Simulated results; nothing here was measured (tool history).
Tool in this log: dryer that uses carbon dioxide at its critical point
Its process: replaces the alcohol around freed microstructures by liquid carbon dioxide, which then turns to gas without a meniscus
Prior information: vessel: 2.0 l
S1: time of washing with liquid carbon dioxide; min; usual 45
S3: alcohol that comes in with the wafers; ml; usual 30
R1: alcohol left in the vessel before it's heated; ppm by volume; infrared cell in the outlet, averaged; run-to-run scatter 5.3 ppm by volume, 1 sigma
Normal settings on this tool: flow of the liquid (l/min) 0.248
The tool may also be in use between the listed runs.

run 1 hour=0.0 | S1=45 flow_of_the_liquid_(l/min)=0.248 S3=30 | R1=202
run 2 hour=14.8 | S1=45 flow_of_the_liquid_(l/min)=0.248 S3=30 | R1=202
run 3 hour=25.7 | S1=45 flow_of_the_liquid_(l/min)=0.248 S3=52 | R1=313
run 4 hour=41.6 | S1=45 flow_of_the_liquid_(l/min)=0.375 S3=52 | R1=95
run 5 hour=57.2 | S1=45 flow_of_the_liquid_(l/min)=0.375 S3=52 | R1=91
run 6 hour=66.6 | S1=45 flow_of_the_liquid_(l/min)=0.375 S3=52 | R1=103
run 7 hour=80.5 | S1=45 flow_of_the_liquid_(l/min)=0.375 S3=73 | R1=111
run 8 hour=91.3 | S1=45 flow_of_the_liquid_(l/min)=0.375 S3=73 | R1=116
run 9 hour=106.5 | S1=45 flow_of_the_liquid_(l/min)=0.375 S3=73 | R1=115
run 10 hour=120.0 | S1=45 flow_of_the_liquid_(l/min)=0.375 S3=73 | R1=103
run 11 hour=127.3 | S1=45 flow_of_the_liquid_(l/min)=0.375 S3=73 | R1=124
run 12 hour=135.6 | S1=45 flow_of_the_liquid_(l/min)=0.248 S3=54 | R1=365
run 13 hour=147.3 | S1=45 flow_of_the_liquid_(l/min)=0.248 S3=54 | R1=358
run 14 hour=156.2 | S1=45 flow_of_the_liquid_(l/min)=0.254 S3=54 | R1=350
run 15 hour=164.0 | S1=45 flow_of_the_liquid_(l/min)=0.254 S3=54 | R1=356
run 16 hour=180.2 | S1=45 flow_of_the_liquid_(l/min)=0.254 S3=54 | R1=355
run 17 hour=188.0 | S1=45 flow_of_the_liquid_(l/min)=0.254 S3=54 | R1=357
run 18 hour=196.4 | S1=45 flow_of_the_liquid_(l/min)=0.254 S3=54 | R1=356
run 19 hour=210.2 | S1=45 flow_of_the_liquid_(l/min)=0.254 S3=54 | R1=377
run 20 hour=223.9 | S1=45 flow_of_the_liquid_(l/min)=0.248 S3=30 | R1=271
run 21 hour=231.9 | S1=33 flow_of_the_liquid_(l/min)=0.248 S3=30 | R1=670
run 22 hour=248.3 | S1=45 flow_of_the_liquid_(l/min)=0.248 S3=28 | R1=264
run 23 hour=259.5 | S1=45 flow_of_the_liquid_(l/min)=0.248 S3=28 | R1=250
run 24 hour=267.7 | S1=45 flow_of_the_liquid_(l/min)=0.164 S3=28 | R1=848
run 25 hour=280.3 | S1=54 flow_of_the_liquid_(l/min)=0.214 S3=88 | R1=572
run 26 hour=287.3 | S1=47 flow_of_the_liquid_(l/min)=0.414 S3=20 | R1=97
run 27 hour=303.8 | S1=47 flow_of_the_liquid_(l/min)=0.414 S3=20 | R1=100
run 28 hour=321.2 | S1=40 flow_of_the_liquid_(l/min)=0.292 S3=75 | R1=517
run 29 hour=337.6 | S1=40 flow_of_the_liquid_(l/min)=0.292 S3=75 | R1=546
-- hour=342.3 inlet filter changed
run 30 hour=351.2 | S1=60 flow_of_the_liquid_(l/min)=0.210 S3=75 | R1=224
run 31 hour=362.2 | S1=42 flow_of_the_liquid_(l/min)=0.216 S3=68 | R1=704
run 32 hour=371.8 | S1=43 flow_of_the_liquid_(l/min)=0.216 S3=48 | R1=504
run 33 hour=380.2 | S1=43 flow_of_the_liquid_(l/min)=0.216 S3=48 | R1=502
run 34 hour=392.4 | S1=43 flow_of_the_liquid_(l/min)=0.216 S3=48 | R1=498
run 35 hour=407.2 | S1=43 flow_of_the_liquid_(l/min)=0.258 S3=46 | R1=286
run 36 hour=423.9 | S1=43 flow_of_the_liquid_(l/min)=0.258 S3=46 | R1=290
run 37 hour=434.4 | S1=43 flow_of_the_liquid_(l/min)=0.393 S3=46 | R1=124
run 38 hour=445.0 | S1=43 flow_of_the_liquid_(l/min)=0.393 S3=46 | R1=118
run 39 hour=458.2 | S1=58 flow_of_the_liquid_(l/min)=0.393 S3=71 | R1=121
run 40 hour=474.6 | S1=58 flow_of_the_liquid_(l/min)=0.246 S3=71 | R1=189
run 41 hour=489.6 | S1=58 flow_of_the_liquid_(l/min)=0.246 S3=71 | R1=199
run 42 hour=501.8 | S1=58 flow_of_the_liquid_(l/min)=0.246 S3=71 | R1=192
run 43 hour=511.6 | S1=58 flow_of_the_liquid_(l/min)=0.246 S3=71 | R1=198
run 44 hour=527.7 | S1=45 flow_of_the_liquid_(l/min)=0.248 S3=28 | R1=248
run 45 hour=537.3 | S1=42 flow_of_the_liquid_(l/min)=0.239 S3=20 | R1=270
run 46 hour=547.2 | S1=50 flow_of_the_liquid_(l/min)=0.248 S3=53 | R1=269
run 47 hour=561.7 | S1=63 flow_of_the_liquid_(l/min)=0.398 S3=24 | R1=117
run 48 hour=572.7 | S1=45 flow_of_the_liquid_(l/min)=0.340 S3=30 | R1=157

Some steps in R1 between neighbouring runs. How much of each would the tool show without its hidden state too (settings, what came in, random variation), and how much is left for the hidden state, with any gauge scatter that isn't in both results?
Hidden state present: flow that reaches the vessel past the clogged filter, %; alcohol in the recycled carbon dioxide, ppm; drift of the gauge itself on alcohol_ppm, %.
Run 23 -> 24: flow of the liquid (l/min) 0.248 -> 0.164. R1 +598 ppm by volume: hidden state +179, all else +419.
Run 25 -> 26: S1 54 -> 47, flow of the liquid (l/min) 0.214 -> 0.414, S3 88 -> 20. R1 -475 ppm by volume: hidden state -221, all else -254.
Run 27 -> 28: S1 47 -> 40, flow of the liquid (l/min) 0.414 -> 0.292, S3 20 -> 75. R1 +417 ppm by volume: hidden state +214, all else +203.
Run 29 -> 30: S1 40 -> 60, flow of the liquid (l/min) 0.292 -> 0.210, inlet filter changed. R1 -322 ppm by volume: hidden state -232, all else -90.
Run 30 -> 31: S1 60 -> 42, flow of the liquid (l/min) 0.210 -> 0.216, S3 75 -> 68. R1 +480 ppm by volume: hidden state +16, all else +464.
